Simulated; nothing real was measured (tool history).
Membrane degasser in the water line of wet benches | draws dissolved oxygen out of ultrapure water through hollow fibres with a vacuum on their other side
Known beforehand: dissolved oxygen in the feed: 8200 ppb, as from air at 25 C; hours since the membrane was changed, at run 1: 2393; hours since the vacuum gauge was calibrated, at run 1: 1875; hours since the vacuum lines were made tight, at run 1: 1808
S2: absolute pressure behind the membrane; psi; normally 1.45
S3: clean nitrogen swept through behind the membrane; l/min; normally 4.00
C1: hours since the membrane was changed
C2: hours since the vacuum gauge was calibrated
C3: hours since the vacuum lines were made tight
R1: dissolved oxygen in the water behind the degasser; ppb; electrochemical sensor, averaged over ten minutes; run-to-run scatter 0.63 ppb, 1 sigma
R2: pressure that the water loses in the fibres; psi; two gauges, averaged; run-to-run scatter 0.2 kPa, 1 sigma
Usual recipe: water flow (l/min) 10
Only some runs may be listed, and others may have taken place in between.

{"run": 1, "hour": 0.0, "water flow (l/min)": 10, "S2": 1.45, "S3": 4.0, "C1": 2393, "C2": 1875, "C3": 1808, "R1": 54.3, "R2": 6.534}
{"run": 2, "hour": 60.9, "water flow (l/min)": 10, "S2": 1.45, "S3": 4.0, "C1": 2454, "C2": 1936, "C3": 1869, "R1": 55.5, "R2": 6.575}
{"run": 3, "hour": 102.2, "water flow (l/min)": 10, "S2": 1.45, "S3": 4.0, "C1": 2495, "C2": 1977, "C3": 1910, "R1": 56.4, "R2": 6.53}
{"run": 4, "hour": 146.1, "water flow (l/min)": 10, "S2": 1.45, "S3": 4.0, "C1": 2539, "C2": 2021, "C3": 1954, "R1": 56.5, "R2": 6.479}
{"run": 5, "hour": 198.3, "water flow (l/min)": 10, "S2": 1.45, "S3": 4.64, "C1": 2591, "C2": 2073, "C3": 2006, "R1": 50.1, "R2": 6.527}
{"run": 6, "hour": 245.3, "water flow (l/min)": 10, "S2": 1.45, "S3": 2.9, "C1": 2638, "C2": 2120, "C3": 2053, "R1": 71.6, "R2": 6.54}
{"run": 7, "hour": 285.3, "water flow (l/min)": 10, "S2": 1.45, "S3": 4.0, "C1": 2678, "C2": 2160, "C3": 2093, "R1": 55.4, "R2": 6.563}
{"run": 8, "hour": 320.6, "water flow (l/min)": 10, "S2": 1.45, "S3": 4.0, "C1": 2713, "C2": 2195, "C3": 2128, "R1": 55.1, "R2": 6.56}
{"run": 9, "hour": 377.7, "water flow (l/min)": 7, "S2": 1.45, "S3": 4.0, "C1": 2771, "C2": 2253, "C3": 2185, "R1": 31.0, "R2": 4.57}
{"run": 10, "hour": 431.0, "water flow (l/min)": 7, "S2": 1.45, "S3": 4.0, "C1": 2824, "C2": 2306, "C3": 2239, "R1": 31.4, "R2": 4.611}
{"run": 11, "hour": 473.3, "water flow (l/min)": 10, "S2": 1.45, "S3": 2.08, "C1": 2866, "C2": 2348, "C3": 2281, "R1": 94.9, "R2": 6.601}
{"run": 12, "hour": 530.4, "water flow (l/min)": 10, "S2": 2.07, "S3": 9.6, "C1": 2923, "C2": 2405, "C3": 2338, "R1": 42.6, "R2": 6.596}
{"run": 13, "hour": 590.1, "water flow (l/min)": 10, "S2": 1.6, "S3": 4.64, "C1": 2983, "C2": 2465, "C3": 2398, "R1": 55.4, "R2": 6.551}
{"run": 14, "hour": 623.8, "water flow (l/min)": 13, "S2": 2.22, "S3": 4.0, "C1": 3017, "C2": 2499, "C3": 2432, "R1": 148.5, "R2": 8.563}
{"run": 15, "hour": 664.7, "water flow (l/min)": 11, "S2": 1.31, "S3": 2.26, "C1": 3058, "C2": 2540, "C3": 2472, "R1": 90.8, "R2": 7.275}
{"run": 16, "hour": 704.2, "water flow (l/min)": 10, "S2": 2.09, "S3": 4.0, "C1": 3097, "C2": 2579, "C3": 2512, "R1": 84.7, "R2": 6.576}
{"run": 17, "hour": 749.3, "water flow (l/min)": 13, "S2": 2.09, "S3": 4.0, "C1": 3142, "C2": 2624, "C3": 2557, "R1": 138.6, "R2": 8.659}
{"run": 18, "hour": 778.4, "water flow (l/min)": 13, "S2": 2.09, "S3": 4.0, "C1": 3171, "C2": 2653, "C3": 2586, "R1": 140.6, "R2": 8.583}
{"run": 19, "hour": 805.7, "water flow (l/min)": 7, "S2": 1.45, "S3": 2.3, "C1": 3199, "C2": 2681, "C3": 2613, "R1": 53.3, "R2": 4.611}
{"run": 20, "hour": 866.8, "water flow (l/min)": 7, "S2": 1.45, "S3": 4.0, "C1": 3260, "C2": 2742, "C3": 2675, "R1": 30.9, "R2": 4.628}

Each row is a separate what-if for the run after 20, all from the same tool condition, not one after another. Results?
{"run": "A", "hour": 905.8, "water flow (l/min)": 12, "S2": 1.94, "S3": 4.0, "C1": 3299, "C2": 2781, "C3": 2714, "R1": "?", "R2": "?"}
{"run": "B", "hour": 905.8, "water flow (l/min)": 10, "S2": 1.57, "S3": 5.25, "C1": 3299, "C2": 2781, "C3": 2714, "R1": "?", "R2": "?"}
{"run": "C", "hour": 905.8, "water flow (l/min)": 12, "S2": 1.45, "S3": 4.0, "C1": 3299, "C2": 2781, "C3": 2714, "R1": "?", "R2": "?"}
{"run": "D", "hour": 905.8, "water flow (l/min)": 11, "S2": 2.97, "S3": 4.0, "C1": 3299, "C2": 2781, "C3": 2714, "R1": "?", "R2": "?"}

run=A R1=110.7 R2=7.974
run=B R1=50.1 R2=6.675
run=C R1=84.9 R2=7.970
run=D R1=141.5 R2=7.342
With no hidden state in the tool, these same runs would have given:
run=A R1=110.5 R2=7.841
run=B R1=50.0 R2=6.563
run=C R1=84.7 R2=7.835
run=D R1=141.4 R2=7.220

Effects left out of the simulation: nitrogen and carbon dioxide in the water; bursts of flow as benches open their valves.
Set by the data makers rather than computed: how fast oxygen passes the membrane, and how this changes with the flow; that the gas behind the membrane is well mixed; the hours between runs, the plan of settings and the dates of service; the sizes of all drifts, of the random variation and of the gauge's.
